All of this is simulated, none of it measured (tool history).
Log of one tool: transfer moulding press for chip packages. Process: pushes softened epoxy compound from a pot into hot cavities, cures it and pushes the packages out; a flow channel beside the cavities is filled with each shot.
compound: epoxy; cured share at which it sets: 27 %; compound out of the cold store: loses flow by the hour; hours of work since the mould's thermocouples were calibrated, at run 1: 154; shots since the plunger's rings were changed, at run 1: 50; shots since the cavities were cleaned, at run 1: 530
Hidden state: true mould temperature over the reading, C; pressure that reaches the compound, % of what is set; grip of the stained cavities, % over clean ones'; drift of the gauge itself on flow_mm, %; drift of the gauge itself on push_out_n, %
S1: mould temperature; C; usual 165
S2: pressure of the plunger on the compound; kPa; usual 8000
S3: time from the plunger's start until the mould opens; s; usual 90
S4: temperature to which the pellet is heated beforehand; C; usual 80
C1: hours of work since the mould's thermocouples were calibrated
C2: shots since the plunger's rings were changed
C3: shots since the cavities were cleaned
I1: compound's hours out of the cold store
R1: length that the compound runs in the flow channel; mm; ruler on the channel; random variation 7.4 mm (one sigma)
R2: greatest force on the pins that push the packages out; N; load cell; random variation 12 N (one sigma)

Run 1, hour 0: usual settings; C1 154; C2 50; C3 530; I1 17.1. Result: R1 914 mm, R2 591 N.
Run 2, hour 6.6: usual settings; C1 159; C2 139; C3 619; I1 24.7. Result: R1 884 mm, R2 593 N.
Run 3, hour 22.1: usual settings; C1 170; C2 346; C3 826; I1 15.9. Result: R1 903 mm, R2 564 N.
Run 4, hour 31.7: usual settings; C1 177; C2 475; C3 955; I1 12.7. Result: R1 919 mm, R2 578 N.
At hour 34: cavities cleaned with cleaning compound and waxed.
Run 5, hour 47.2: usual settings; C1 187; C2 663; C3 177; I1 30.5. Result: R1 874 mm, R2 580 N.
Run 6, hour 58.3: usual settings but S4 77 C; C1 194; C2 812; C3 326; I1 19.6. Result: R1 902 mm, R2 576 N.
Run 7, hour 71.1: usual settings but S3 93 s, S4 77 C; C1 204; C2 982; C3 496; I1 24. Result: R1 880 mm, R2 558 N.
Run 8, hour 83.8: usual settings but S3 93 s, S4 77 C; C1 213; C2 1153; C3 667; I1 30.1. Result: R1 867 mm, R2 547 N.
Run 9, hour 90.4: usual settings but S3 93 s, S4 77 C; C1 217; C2 1242; C3 756; I1 34.6. Result: R1 853 mm, R2 549 N.
Run 10, hour 102: usual settings but S1 162 C; C1 225; C2 1397; C3 911; I1 31. Result: R1 880 mm, R2 705 N.
At hour 107.7: cavities cleaned with cleaning compound and waxed.
Run 11, hour 113.4: usual settings but S1 162 C; C1 233; C2 1529; C3 76; I1 29. Result: R1 876 mm, R2 696 N.
Run 12, hour 123.9: usual settings; C1 240; C2 1670; C3 217; I1 25.9. Result: R1 892 mm, R2 571 N.
Run 13, hour 135.9: usual settings; C1 249; C2 1831; C3 378; I1 30.3. Result: R1 870 mm, R2 572 N.
Run 14, hour 148: usual settings; C1 257; C2 1993; C3 540; I1 17.7. Result: R1 905 mm, R2 589 N.
Run 15, hour 154.8: usual settings but S4 76 C; C1 262; C2 2084; C3 631; I1 43.6. Result: R1 846 mm, R2 555 N.
Run 16, hour 169.8: usual settings but S4 76 C; C1 273; C2 2285; C3 832; I1 24.2. Result: R1 885 mm, R2 594 N.
Run 17, hour 177.8: usual settings but S1 160 C, S4 73 C; C1 278; C2 2393; C3 940; I1 15.8. Result: R1 928 mm, R2 851 N.
At hour 181.7: cavities cleaned with cleaning compound and waxed.
Run 18, hour 189.6: usual settings but S1 161 C, S4 73 C; C1 286; C2 2530; C3 106; I1 40.8. Result: R1 858 mm, R2 748 N.
Run 19, hour 202.2: usual settings but S1 161 C, S4 73 C; C1 294; C2 2699; C3 275; I1 34.6. Result: R1 880 mm, R2 739 N.
Run 20, hour 216.9: usual settings but S2 8840 kPa, S3 102 s; C1 305; C2 2896; C3 472; I1 41.6. Result: R1 891 mm, R2 464 N.
Run 21, hour 229.7: usual settings but S2 8840 kPa, S3 102 s; C1 314; C2 3067; C3 643; I1 19.6. Result: R1 936 mm, R2 505 N.
Run 22, hour 237.5: usual settings but S2 8840 kPa, S3 102 s; C1 320; C2 3173; C3 749; I1 45.9. Result: R1 874 mm, R2 457 N.
Run 23, hour 250.8: usual settings but S2 8840 kPa, S3 102 s; C1 329; C2 3350; C3 926; I1 37. Result: R1 901 mm, R2 487 N.
At hour 255.2: cavities cleaned with cleaning compound and waxed.
Run 24, hour 264.9: usual settings but S1 164 C, S2 7870 kPa, S3 88 s, S4 78 C; C1 338; C2 3519; C3 130; I1 12.5. Result: R1 927 mm, R2 648 N.
Run 25, hour 277.8: usual settings but S1 171 C, S2 6750 kPa, S3 103 s, S4 86 C; C1 347; C2 3692; C3 303; I1 14.3. Result: R1 833 mm, R2 441 N.
Run 26, hour 291.3: usual settings but S1 172 C, S2 6750 kPa, S3 110 s, S4 85 C; C1 357; C2 3873; C3 484; I1 38.5. Result: R1 756 mm, R2 437 N.
Run 27, hour 304.1: usual settings but S1 164 C, S2 6750 kPa, S3 110 s, S4 78 C; C1 366; C2 4045; C3 656; I1 40.8. Result: R1 773 mm, R2 460 N.
Run 28, hour 313.6: usual settings but S1 164 C, S2 6750 kPa, S3 110 s, S4 78 C; C1 372; C2 4171; C3 782; I1 41.4. Result: R1 777 mm, R2 489 N.
At hour 329: cavities cleaned with cleaning compound and waxed.
Run 29, hour 330.8: usual settings but S1 164 C, S2 6750 kPa, S3 110 s, S4 78 C; C1 384; C2 4382; C3 24; I1 9.6. Result: R1 845 mm, R2 470 N.

Forecast each of these 3 alternatives for the next run:
Run A, hour 344.8: usual settings but S1 164 C, S2 6750 kPa, S3 110 s, S4 86 C; C1 394; C2 4569; C3 211; I1 41.2. Result: R1 ?, R2 ?.
Run B, hour 344.8: usual settings but S1 164 C, S2 6750 kPa, S3 72 s, S4 83 C; C1 394; C2 4569; C3 211; I1 26.3. Result: R1 ?, R2 ?.
Run C, hour 344.8: usual settings but S1 171 C, S3 81 s, S4 74 C; C1 394; C2 4569; C3 211; I1 36.2. Result: R1 ?, R2 ?.

run   R1   R2
  A  781  468
  B  819  996
  C  825  509
Without the tool's hidden state the same runs would have given:
run   R1   R2
  A  783  466
  B  821  990
  C  827  506
